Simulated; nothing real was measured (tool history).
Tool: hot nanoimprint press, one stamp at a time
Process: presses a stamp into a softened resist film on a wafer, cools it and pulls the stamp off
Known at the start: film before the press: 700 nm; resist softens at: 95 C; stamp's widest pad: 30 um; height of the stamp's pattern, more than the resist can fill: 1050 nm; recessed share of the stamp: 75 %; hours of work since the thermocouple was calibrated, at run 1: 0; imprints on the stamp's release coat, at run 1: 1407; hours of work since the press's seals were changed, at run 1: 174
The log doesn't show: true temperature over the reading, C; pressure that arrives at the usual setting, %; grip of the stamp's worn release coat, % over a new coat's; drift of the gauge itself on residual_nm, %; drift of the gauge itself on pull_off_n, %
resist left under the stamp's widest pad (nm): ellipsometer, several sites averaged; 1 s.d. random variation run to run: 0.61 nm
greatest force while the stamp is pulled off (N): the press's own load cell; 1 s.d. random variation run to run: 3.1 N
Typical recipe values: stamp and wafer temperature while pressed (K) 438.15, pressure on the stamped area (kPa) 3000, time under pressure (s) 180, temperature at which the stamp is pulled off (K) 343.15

run	day	stamp and wafer temperature while pressed (K)	pressure on the stamped area (kPa)	time under pressure (s)	temperature at which the stamp is pulled off (K)	hours of work since the thermocouple was calibrated	imprints on the stamp's release coat	hours of work since the press's seals were changed	resist left under the stamp's widest pad (nm)	greatest force while the stamp is pulled off (N)
1	0	438.15	3000	180	343.15	0	1407	174	406.6	242
2	2.392	438.15	3000	180	343.15	25	1488	199	406.9	256
3	5.779	438.15	3000	191	343.15	60	1602	234	398.3	263
4	7.458	438.15	3000	180	343.15	77	1659	252	405.8	265
5	9.908	438.15	3000	180	336.15	103	1742	277	405.7	309
6	12.575	438.15	3000	180	336.15	130	1832	305	405.5	302
7	14.65	438.15	3000	180	336.15	152	1903	326	404.9	304
8	17.046	438.15	2690	105	336.15	177	1984	351	488.8	315
9	19.733	438.15	3930	105	329.15	204	2075	379	421.2	353
10	22.367	438.15	3930	105	329.15	232	2164	406	421.5	349
# day 23.542: stamp cleaned and given a new release coat
11	24.562	438.15	3930	105	329.15	252	35	426	421.3	170

Predict each of these 3 candidate next runs independently; none follows another, all start after run 11:
A	26.071	426.15	3930	115	330.15	268	86	442	?	?
B	26.071	440.15	4230	334	329.15	268	86	442	?	?
C	26.071	445.15	3270	268	329.15	268	86	442	?	?

run	resist left under the stamp's widest pad (nm)	greatest force while the stamp is pulled off (N)
A	552.9	175
B	258.8	176
C	272.1	179
What these runs would have given with no unlogged condition in the tool:
run	resist left under the stamp's widest pad (nm)	greatest force while the stamp is pulled off (N)
A	556.4	170
B	261.1	171
C	274.7	173
